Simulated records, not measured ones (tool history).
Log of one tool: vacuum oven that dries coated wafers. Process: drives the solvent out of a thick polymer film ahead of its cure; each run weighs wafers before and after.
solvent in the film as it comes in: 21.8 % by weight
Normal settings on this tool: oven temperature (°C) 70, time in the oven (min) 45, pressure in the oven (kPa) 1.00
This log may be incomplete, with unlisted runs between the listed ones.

run,day,oven temperature (°C),time in the oven (min),pressure in the oven (kPa),solvent left in the film (%)
1,0.000,70,45,1.00,3.43
2,4.692,70,45,1.00,3.45
3,6.758,60,45,1.00,8.74
# day 10.642: oven's thermocouples calibrated
4,11.762,60,45,1.00,8.69
5,14.996,60,45,1.00,8.80
6,18.433,60,38,1.00,9.62
7,21.750,70,45,1.00,3.49
8,25.596,70,45,1.00,3.49
9,29.071,70,45,1.00,3.51
10,34.004,70,45,1.00,3.49
11,36.638,70,45,1.00,3.50
12,40.829,70,45,1.00,3.48
13,45.854,70,45,1.00,3.45
14,49.838,70,45,1.00,3.49
15,53.908,70,45,1.00,3.48
16,56.854,70,45,1.00,3.47
17,61.033,70,45,1.00,3.49
# day 64.496: vacuum gauge cleaned of residue and calibrated
18,64.979,70,45,1.00,3.47
19,67.333,70,45,1.00,3.49
20,72.212,70,45,1.00,3.48
21,74.325,70,50,1.00,3.05
22,77.971,70,50,1.00,3.06
23,80.779,70,50,1.00,3.06
24,85.388,84,45,1.00,0.85
25,90.371,84,45,1.00,0.85
26,93.888,56,57,1.69,10.93
27,98.412,56,57,0.99,9.67
28,102.900,62,50,2.01,8.54
# day 104.504: oven's thermocouples calibrated
29,106.788,61,50,0.67,7.06
30,109.662,61,50,0.67,7.07
31,111.696,69,28,1.47,6.98
32,115.817,61,23,3.91,14.99
33,118.917,58,45,0.54,9.21
34,123.004,58,45,0.54,9.14
35,126.621,58,63,0.91,7.86
36,129.812,70,22,1.00,7.38
37,132.425,70,22,1.00,7.31
38,136.096,70,22,1.00,7.36
39,140.792,64,37,0.66,7.09
40,143.200,64,37,0.66,7.11
41,148.171,82,37,0.67,0.78
42,151.342,59,27,0.65,11.52
43,155.404,59,27,0.65,11.55
44,157.850,63,27,1.73,10.89
45,160.238,63,27,1.73,10.90
46,163.333,67,46,2.24,6.45
47,168.004,65,26,1.27,9.37

Branching from run 47: 3 alternative next runs. What would each branch give?
A,172.704,62,65,1.27,?
B,172.704,77,45,3.05,?
C,172.704,60,45,2.24,?

run,solvent left in the film (%)
A,5.95
B,3.73
C,10.68
With no hidden state in the tool, these same runs would have given:
run,solvent left in the film (%)
A,5.94
B,3.73
C,10.68
